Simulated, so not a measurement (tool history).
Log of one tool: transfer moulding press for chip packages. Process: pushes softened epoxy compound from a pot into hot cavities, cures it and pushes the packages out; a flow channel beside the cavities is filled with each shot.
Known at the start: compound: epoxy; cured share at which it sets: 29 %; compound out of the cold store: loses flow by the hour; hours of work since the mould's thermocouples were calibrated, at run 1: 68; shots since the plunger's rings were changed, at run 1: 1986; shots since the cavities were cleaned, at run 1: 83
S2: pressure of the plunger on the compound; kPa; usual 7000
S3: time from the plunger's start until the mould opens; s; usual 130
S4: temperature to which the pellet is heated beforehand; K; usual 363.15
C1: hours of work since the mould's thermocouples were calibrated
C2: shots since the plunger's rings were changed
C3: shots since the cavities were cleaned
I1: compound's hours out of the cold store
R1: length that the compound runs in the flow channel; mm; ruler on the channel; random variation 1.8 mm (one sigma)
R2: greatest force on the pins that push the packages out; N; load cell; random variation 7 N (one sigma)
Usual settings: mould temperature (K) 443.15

run 1 day=0.000 | mould_temperature_(K)=443.15 S2=7000 S3=130 S4=363.15 | C1=68 C2=1986 C3=83 | I1=25.3 | R1=875 R2=313
run 2 day=0.404 | mould_temperature_(K)=443.15 S2=7000 S3=130 S4=363.15 | C1=74 C2=2078 C3=175 | I1=42.0 | R1=821 R2=339
run 3 day=0.704 | mould_temperature_(K)=443.15 S2=7000 S3=130 S4=373.15 | C1=78 C2=2146 C3=243 | I1=41.8 | R1=815 R2=360
run 4 day=1.096 | mould_temperature_(K)=443.15 S2=6030 S3=130 S4=373.15 | C1=84 C2=2236 C3=333 | I1=36.8 | R1=777 R2=369
-- day=1.596 cavities cleaned with cleaning compound and waxed
run 5 day=1.608 | mould_temperature_(K)=443.15 S2=6030 S3=130 S4=373.15 | C1=91 C2=2338 C3=3 | I1=34.0 | R1=783 R2=304
run 6 day=1.950 | mould_temperature_(K)=443.15 S2=7340 S3=130 S4=373.15 | C1=96 C2=2416 C3=81 | I1=41.9 | R1=836 R2=319
run 7 day=2.442 | mould_temperature_(K)=443.15 S2=7000 S3=143 S4=363.15 | C1=103 C2=2527 C3=192 | I1=40.9 | R1=823 R2=325
run 8 day=3.042 | mould_temperature_(K)=443.15 S2=7000 S3=130 S4=363.15 | C1=112 C2=2665 C3=330 | I1=31.0 | R1=854 R2=397
-- day=3.533 cavities cleaned with cleaning compound and waxed
run 9 day=3.538 | mould_temperature_(K)=443.15 S2=7000 S3=169 S4=363.15 | C1=119 C2=2763 C3=1 | I1=41.5 | R1=817 R2=251
run 10 day=3.971 | mould_temperature_(K)=443.15 S2=8610 S3=130 S4=363.15 | C1=125 C2=2862 C3=100 | I1=21.2 | R1=979 R2=339
-- day=4.162 plunger's sealing rings changed
run 11 day=4.362 | mould_temperature_(K)=443.15 S2=8610 S3=130 S4=363.15 | C1=130 C2=46 C3=165 | I1=47.1 | R1=906 R2=333
run 12 day=4.871 | mould_temperature_(K)=443.15 S2=8610 S3=130 S4=363.15 | C1=137 C2=162 C3=281 | I1=16.4 | R1=1014 R2=378
run 13 day=5.300 | mould_temperature_(K)=445.15 S2=5940 S3=130 S4=360.15 | C1=143 C2=259 C3=378 | I1=33.2 | R1=789 R2=383

The next listed run, before its measurement:
-- day=5.583 cavities cleaned with cleaning compound and waxed
run 14 day=5.683 | mould_temperature_(K)=437.15 S2=5390 S3=157 S4=361.15 | C1=148 C2=332 C3=22 | I1=28.0 | R1=? R2=?

Run 14 gave R1 781 mm, R2 303 N.
Without the tool's hidden state the same run would have given R1 784 mm, R2 295 N.
